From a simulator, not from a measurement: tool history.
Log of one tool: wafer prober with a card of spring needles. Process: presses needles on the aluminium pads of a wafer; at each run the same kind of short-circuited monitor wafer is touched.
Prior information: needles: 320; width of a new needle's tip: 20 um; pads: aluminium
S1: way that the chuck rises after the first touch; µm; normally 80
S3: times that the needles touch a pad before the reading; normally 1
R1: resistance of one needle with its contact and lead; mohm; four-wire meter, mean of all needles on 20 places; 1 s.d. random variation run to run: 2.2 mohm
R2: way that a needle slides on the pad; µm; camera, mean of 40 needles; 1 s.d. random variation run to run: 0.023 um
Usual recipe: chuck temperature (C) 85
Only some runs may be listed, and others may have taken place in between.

{"run": 1, "day": 0.0, "S1": 80, "chuck temperature (C)": 85, "S3": 1, "R1": 265, "R2": 18.97}
{"day": 0.225, "done": "tips cleaned on abrasive film"}
{"day": 0.525, "done": "tips cleaned on abrasive film"}
{"day": 0.892, "done": "tips cleaned on abrasive film"}
{"run": 2, "day": 0.992, "S1": 80, "chuck temperature (C)": 85, "S3": 1, "R1": 264, "R2": 18.93}
{"day": 1.217, "done": "tips cleaned on abrasive film"}
{"day": 1.579, "done": "tips cleaned on abrasive film"}
{"run": 3, "day": 1.725, "S1": 86, "chuck temperature (C)": 85, "S3": 1, "R1": 266, "R2": 20.35}
{"day": 1.942, "done": "tips cleaned on abrasive film"}
{"day": 2.242, "done": "tips cleaned on abrasive film"}
{"day": 2.612, "done": "tips cleaned on abrasive film"}
{"day": 2.988, "done": "tips cleaned on abrasive film"}
{"run": 4, "day": 3.121, "S1": 80, "chuck temperature (C)": 85, "S3": 1, "R1": 269, "R2": 18.86}
{"day": 3.342, "done": "tips cleaned on abrasive film"}
{"day": 3.712, "done": "tips cleaned on abrasive film"}
{"day": 4.079, "done": "tips cleaned on abrasive film"}
{"day": 4.442, "done": "tips cleaned on abrasive film"}
{"run": 5, "day": 4.442, "S1": 80, "chuck temperature (C)": 85, "S3": 2, "R1": 251, "R2": 18.82}
{"day": 4.817, "done": "tips cleaned on abrasive film"}
{"day": 5.183, "done": "tips cleaned on abrasive film"}
{"run": 6, "day": 5.383, "S1": 80, "chuck temperature (C)": 85, "S3": 2, "R1": 264, "R2": 18.78}
{"day": 5.533, "done": "tips cleaned on abrasive film"}
{"day": 5.896, "done": "tips cleaned on abrasive film"}
{"day": 6.254, "done": "tips cleaned on abrasive film"}
{"day": 6.629, "done": "tips cleaned on abrasive film"}
{"run": 7, "day": 6.762, "S1": 80, "chuck temperature (C)": 85, "S3": 1, "R1": 268, "R2": 18.75}
{"day": 6.988, "done": "tips cleaned on abrasive film"}
{"day": 7.354, "done": "tips cleaned on abrasive film"}
{"run": 8, "day": 7.479, "S1": 80, "chuck temperature (C)": 85, "S3": 1, "R1": 268, "R2": 18.73}
{"day": 7.704, "done": "tips cleaned on abrasive film"}
{"day": 8.079, "done": "tips cleaned on abrasive film"}
{"day": 8.092, "done": "height of the first contact set anew"}
{"day": 8.458, "done": "tips cleaned on abrasive film"}
{"day": 8.825, "done": "tips cleaned on abrasive film"}
{"run": 9, "day": 8.929, "S1": 80, "chuck temperature (C)": 85, "S3": 1, "R1": 260, "R2": 18.48}
{"day": 9.154, "done": "tips cleaned on abrasive film"}
{"day": 9.521, "done": "tips cleaned on abrasive film"}
{"day": 9.888, "done": "tips cleaned on abrasive film"}
{"run": 10, "day": 10.158, "S1": 80, "chuck temperature (C)": 85, "S3": 1, "R1": 274, "R2": 18.5}
{"day": 10.233, "done": "tips cleaned on abrasive film"}
{"day": 10.533, "done": "tips cleaned on abrasive film"}
{"day": 10.904, "done": "tips cleaned on abrasive film"}
{"day": 11.279, "done": "tips cleaned on abrasive film"}
{"day": 11.638, "done": "tips cleaned on abrasive film"}
{"run": 11, "day": 11.729, "S1": 80, "chuck temperature (C)": 85, "S3": 1, "R1": 256, "R2": 18.36}
{"day": 11.942, "done": "tips cleaned on abrasive film"}
{"day": 12.242, "done": "tips cleaned on abrasive film"}
{"run": 12, "day": 12.475, "S1": 80, "chuck temperature (C)": 45, "S3": 1, "R1": 270, "R2": 18.4}
{"day": 12.55, "done": "tips cleaned on abrasive film"}
{"day": 12.921, "done": "tips cleaned on abrasive film"}
{"day": 13.292, "done": "tips cleaned on abrasive film"}
{"run": 13, "day": 13.429, "S1": 84, "chuck temperature (C)": 85, "S3": 1, "R1": 266, "R2": 19.35}
{"day": 13.654, "done": "tips cleaned on abrasive film"}
{"day": 14.029, "done": "tips cleaned on abrasive film"}
{"day": 14.396, "done": "tips cleaned on abrasive film"}
{"day": 14.762, "done": "tips cleaned on abrasive film"}
{"run": 14, "day": 14.775, "S1": 84, "chuck temperature (C)": 85, "S3": 1, "R1": 254, "R2": 19.24}
{"day": 15.075, "done": "tips cleaned on abrasive film"}
{"day": 15.438, "done": "tips cleaned on abrasive film"}
{"day": 15.525, "done": "height of the first contact set anew, once more"}
{"day": 15.804, "done": "tips cleaned on abrasive film"}
{"day": 16.167, "done": "tips cleaned on abrasive film"}
{"run": 15, "day": 16.35, "S1": 84, "chuck temperature (C)": 85, "S3": 1, "R1": 268, "R2": 19.93}
{"day": 16.504, "done": "tips cleaned on abrasive film"}
{"day": 16.804, "done": "tips cleaned on abrasive film"}
{"day": 17.171, "done": "tips cleaned on abrasive film"}
{"run": 16, "day": 17.262, "S1": 69, "chuck temperature (C)": 65, "S3": 1, "R1": 263, "R2": 16.34}
{"day": 17.492, "done": "tips cleaned on abrasive film"}
{"day": 17.792, "done": "tips cleaned on abrasive film"}
{"day": 18.162, "done": "tips cleaned on abrasive film"}
{"run": 17, "day": 18.221, "S1": 69, "chuck temperature (C)": 65, "S3": 1, "R1": 259, "R2": 16.35}
{"day": 18.508, "done": "tips cleaned on abrasive film"}
{"day": 18.871, "done": "tips cleaned on abrasive film"}
{"day": 19.233, "done": "tips cleaned on abrasive film"}
{"day": 19.579, "done": "tips cleaned on abrasive film"}
{"run": 18, "day": 19.579, "S1": 90, "chuck temperature (C)": 65, "S3": 1, "R1": 247, "R2": 21.28}
{"day": 19.954, "done": "tips cleaned on abrasive film"}
{"day": 20.325, "done": "tips cleaned on abrasive film"}
{"day": 20.671, "done": "tips cleaned on abrasive film"}
{"run": 19, "day": 20.671, "S1": 64, "chuck temperature (C)": 36, "S3": 2, "R1": 241, "R2": 15.07}
{"day": 21.038, "done": "tips cleaned on abrasive film"}
{"run": 20, "day": 21.304, "S1": 70, "chuck temperature (C)": 33, "S3": 2, "R1": 259, "R2": 16.47}
{"day": 21.383, "done": "tips cleaned on abrasive film"}
{"day": 21.754, "done": "tips cleaned on abrasive film"}
{"day": 22.117, "done": "tips cleaned on abrasive film"}
{"day": 22.467, "done": "tips cleaned on abrasive film"}
{"day": 22.788, "done": "tips cleaned on abrasive film"}
{"run": 21, "day": 22.788, "S1": 98, "chuck temperature (C)": 34, "S3": 2, "R1": 241, "R2": 23.11}
{"day": 23.162, "done": "tips cleaned on abrasive film"}
{"day": 23.538, "done": "tips cleaned on abrasive film"}
{"day": 23.908, "done": "tips cleaned on abrasive film"}
{"day": 24.408, "done": "card fitted with new needles"}
{"run": 22, "day": 24.654, "S1": 95, "chuck temperature (C)": 85, "S3": 2, "R1": 256, "R2": 22.6}
{"day": 24.729, "done": "tips cleaned on abrasive film"}
{"day": 25.104, "done": "tips cleaned on abrasive film"}
{"day": 25.479, "done": "tips cleaned on abrasive film"}
{"run": 23, "day": 25.75, "S1": 95, "chuck temperature (C)": 124, "S3": 1, "R1": 272, "R2": 22.53}
{"day": 25.829, "done": "tips cleaned on abrasive film"}
{"day": 26.196, "done": "tips cleaned on abrasive film"}
{"day": 26.571, "done": "tips cleaned on abrasive film"}
{"run": 24, "day": 26.725, "S1": 77, "chuck temperature (C)": 124, "S3": 2, "R1": 272, "R2": 18.28}
{"day": 26.879, "done": "tips cleaned on abrasive film"}
{"day": 27.25, "done": "tips cleaned on abrasive film"}
{"day": 27.612, "done": "tips cleaned on abrasive film"}
{"day": 27.967, "done": "tips cleaned on abrasive film"}
{"run": 25, "day": 27.967, "S1": 80, "chuck temperature (C)": 33, "S3": 2, "R1": 238, "R2": 18.91}
{"day": 28.338, "done": "tips cleaned on abrasive film"}
{"day": 28.704, "done": "tips cleaned on abrasive film"}
{"day": 29.058, "done": "tips cleaned on abrasive film"}
{"run": 26, "day": 29.058, "S1": 95, "chuck temperature (C)": 85, "S3": 1, "R1": 250, "R2": 22.45}
{"day": 29.429, "done": "tips cleaned on abrasive film"}
{"day": 29.796, "done": "tips cleaned on abrasive film"}
{"day": 30.171, "done": "tips cleaned on abrasive film"}
{"run": 27, "day": 30.45, "S1": 95, "chuck temperature (C)": 85, "S3": 1, "R1": 265, "R2": 22.43}
{"day": 30.529, "done": "tips cleaned on abrasive film"}
{"day": 30.9, "done": "tips cleaned on abrasive film"}
{"day": 31.275, "done": "tips cleaned on abrasive film"}
{"day": 31.646, "done": "tips cleaned on abrasive film"}
{"run": 28, "day": 31.712, "S1": 95, "chuck temperature (C)": 85, "S3": 1, "R1": 250, "R2": 22.36}

Predict each of these 3 candidate next runs independently; none follows another, all start after run 28:
{"day": 32.012, "done": "tips cleaned on abrasive film"}
{"day": 32.383, "done": "tips cleaned on abrasive film"}
{"day": 32.754, "done": "tips cleaned on abrasive film"}
{"day": 33.129, "done": "tips cleaned on abrasive film"}
{"run": "A", "day": 33.246, "S1": 80, "chuck temperature (C)": 85, "S3": 2, "R1": "?", "R2": "?"}
{"day": 32.012, "done": "tips cleaned on abrasive film"}
{"day": 32.383, "done": "tips cleaned on abrasive film"}
{"day": 32.754, "done": "tips cleaned on abrasive film"}
{"day": 33.129, "done": "tips cleaned on abrasive film"}
{"run": "B", "day": 33.246, "S1": 74, "chuck temperature (C)": 85, "S3": 2, "R1": "?", "R2": "?"}
{"day": 32.012, "done": "tips cleaned on abrasive film"}
{"day": 32.383, "done": "tips cleaned on abrasive film"}
{"day": 32.754, "done": "tips cleaned on abrasive film"}
{"day": 33.129, "done": "tips cleaned on abrasive film"}
{"run": "C", "day": 33.246, "S1": 80, "chuck temperature (C)": 37, "S3": 1, "R1": "?", "R2": "?"}

run=A R1=256 R2=18.76
run=B R1=258 R2=17.33
run=C R1=252 R2=18.7
Take away the tool's hidden state, keep each run's random variation, and the runs would have read:
run=A R1=246 R2=19.03
run=B R1=247 R2=17.6
run=C R1=234 R2=18.97
